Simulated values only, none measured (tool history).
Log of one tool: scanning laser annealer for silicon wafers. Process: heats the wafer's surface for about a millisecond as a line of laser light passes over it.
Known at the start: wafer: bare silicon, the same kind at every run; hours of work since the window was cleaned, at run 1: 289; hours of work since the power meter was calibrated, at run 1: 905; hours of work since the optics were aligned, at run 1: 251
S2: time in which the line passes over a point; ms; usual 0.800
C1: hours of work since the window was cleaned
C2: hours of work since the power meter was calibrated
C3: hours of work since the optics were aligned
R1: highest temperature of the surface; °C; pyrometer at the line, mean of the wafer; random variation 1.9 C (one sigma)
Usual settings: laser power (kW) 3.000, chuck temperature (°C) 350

{"run": 1, "hour": 0.0, "laser power (kW)": 3.0, "S2": 0.8, "chuck temperature (°C)": 350, "C1": 289, "C2": 905, "C3": 251, "R1": 1101}
{"run": 2, "hour": 38.0, "laser power (kW)": 3.0, "S2": 0.8, "chuck temperature (°C)": 350, "C1": 304, "C2": 921, "C3": 267, "R1": 1099}
{"run": 3, "hour": 78.8, "laser power (kW)": 3.0, "S2": 0.8, "chuck temperature (°C)": 350, "C1": 321, "C2": 938, "C3": 284, "R1": 1098}
{"run": 4, "hour": 117.5, "laser power (kW)": 3.0, "S2": 0.8, "chuck temperature (°C)": 350, "C1": 337, "C2": 954, "C3": 300, "R1": 1096}
{"run": 5, "hour": 169.7, "laser power (kW)": 3.0, "S2": 0.8, "chuck temperature (°C)": 350, "C1": 359, "C2": 975, "C3": 322, "R1": 1097}
{"run": 6, "hour": 222.3, "laser power (kW)": 3.0, "S2": 0.8, "chuck temperature (°C)": 350, "C1": 381, "C2": 997, "C3": 344, "R1": 1095}
{"run": 7, "hour": 279.3, "laser power (kW)": 3.0, "S2": 0.8, "chuck temperature (°C)": 350, "C1": 405, "C2": 1021, "C3": 367, "R1": 1097}
{"run": 8, "hour": 324.2, "laser power (kW)": 3.0, "S2": 0.8, "chuck temperature (°C)": 350, "C1": 423, "C2": 1039, "C3": 386, "R1": 1094}
{"hour": 351.3, "done": "window over the wafer cleaned"}
{"run": 9, "hour": 385.5, "laser power (kW)": 3.0, "S2": 0.598, "chuck temperature (°C)": 350, "C1": 14, "C2": 1064, "C3": 411, "R1": 998}
{"run": 10, "hour": 419.1, "laser power (kW)": 3.0, "S2": 0.997, "chuck temperature (°C)": 350, "C1": 28, "C2": 1078, "C3": 425, "R1": 1198}
{"run": 11, "hour": 448.4, "laser power (kW)": 3.049, "S2": 0.8, "chuck temperature (°C)": 350, "C1": 40, "C2": 1090, "C3": 437, "R1": 1120}
{"run": 12, "hour": 505.9, "laser power (kW)": 3.049, "S2": 0.8, "chuck temperature (°C)": 350, "C1": 64, "C2": 1114, "C3": 461, "R1": 1119}
{"run": 13, "hour": 542.8, "laser power (kW)": 3.0, "S2": 0.8, "chuck temperature (°C)": 350, "C1": 79, "C2": 1129, "C3": 476, "R1": 1106}
{"run": 14, "hour": 583.2, "laser power (kW)": 3.0, "S2": 0.8, "chuck temperature (°C)": 350, "C1": 96, "C2": 1146, "C3": 493, "R1": 1102}
{"run": 15, "hour": 618.7, "laser power (kW)": 3.0, "S2": 0.8, "chuck temperature (°C)": 350, "C1": 111, "C2": 1161, "C3": 507, "R1": 1105}
{"run": 16, "hour": 670.9, "laser power (kW)": 3.0, "S2": 0.8, "chuck temperature (°C)": 350, "C1": 133, "C2": 1183, "C3": 529, "R1": 1103}
{"run": 17, "hour": 709.6, "laser power (kW)": 3.0, "S2": 0.8, "chuck temperature (°C)": 350, "C1": 149, "C2": 1199, "C3": 545, "R1": 1102}
{"run": 18, "hour": 739.4, "laser power (kW)": 3.0, "S2": 0.8, "chuck temperature (°C)": 350, "C1": 161, "C2": 1211, "C3": 558, "R1": 1102}
{"run": 19, "hour": 786.0, "laser power (kW)": 3.0, "S2": 0.8, "chuck temperature (°C)": 350, "C1": 180, "C2": 1230, "C3": 577, "R1": 1101}
{"run": 20, "hour": 810.9, "laser power (kW)": 3.0, "S2": 0.8, "chuck temperature (°C)": 350, "C1": 191, "C2": 1241, "C3": 587, "R1": 1101}
{"run": 21, "hour": 842.9, "laser power (kW)": 3.26, "S2": 0.8, "chuck temperature (°C)": 346, "C1": 204, "C2": 1254, "C3": 601, "R1": 1157}
{"run": 22, "hour": 893.0, "laser power (kW)": 3.26, "S2": 0.8, "chuck temperature (°C)": 365, "C1": 225, "C2": 1275, "C3": 621, "R1": 1177}
{"run": 23, "hour": 928.3, "laser power (kW)": 2.775, "S2": 0.621, "chuck temperature (°C)": 357, "C1": 240, "C2": 1289, "C3": 636, "R1": 964}
{"run": 24, "hour": 963.3, "laser power (kW)": 3.076, "S2": 0.577, "chuck temperature (°C)": 332, "C1": 254, "C2": 1304, "C3": 650, "R1": 979}
{"run": 25, "hour": 1010.8, "laser power (kW)": 3.0, "S2": 0.8, "chuck temperature (°C)": 387, "C1": 274, "C2": 1324, "C3": 670, "R1": 1131}
{"run": 26, "hour": 1062.5, "laser power (kW)": 2.605, "S2": 0.8, "chuck temperature (°C)": 367, "C1": 295, "C2": 1345, "C3": 692, "R1": 1012}
{"run": 27, "hour": 1090.3, "laser power (kW)": 2.605, "S2": 0.8, "chuck temperature (°C)": 367, "C1": 307, "C2": 1357, "C3": 703, "R1": 1011}
{"run": 28, "hour": 1117.0, "laser power (kW)": 2.909, "S2": 0.781, "chuck temperature (°C)": 353, "C1": 318, "C2": 1368, "C3": 714, "R1": 1065}
{"run": 29, "hour": 1151.6, "laser power (kW)": 2.721, "S2": 0.771, "chuck temperature (°C)": 358, "C1": 332, "C2": 1382, "C3": 729, "R1": 1019}
{"run": 30, "hour": 1178.8, "laser power (kW)": 3.153, "S2": 0.755, "chuck temperature (°C)": 350, "C1": 344, "C2": 1393, "C3": 740, "R1": 1102}

The next listed run, before its measurement:
{"run": 31, "hour": 1205.4, "laser power (kW)": 3.153, "S2": 0.755, "chuck temperature (°C)": 350, "C1": 355, "C2": 1404, "C3": 751, "R1": "?"}

Run 31 gave R1 1103 °C.
Without the tool's hidden state the same run would have given R1 1135 °C.
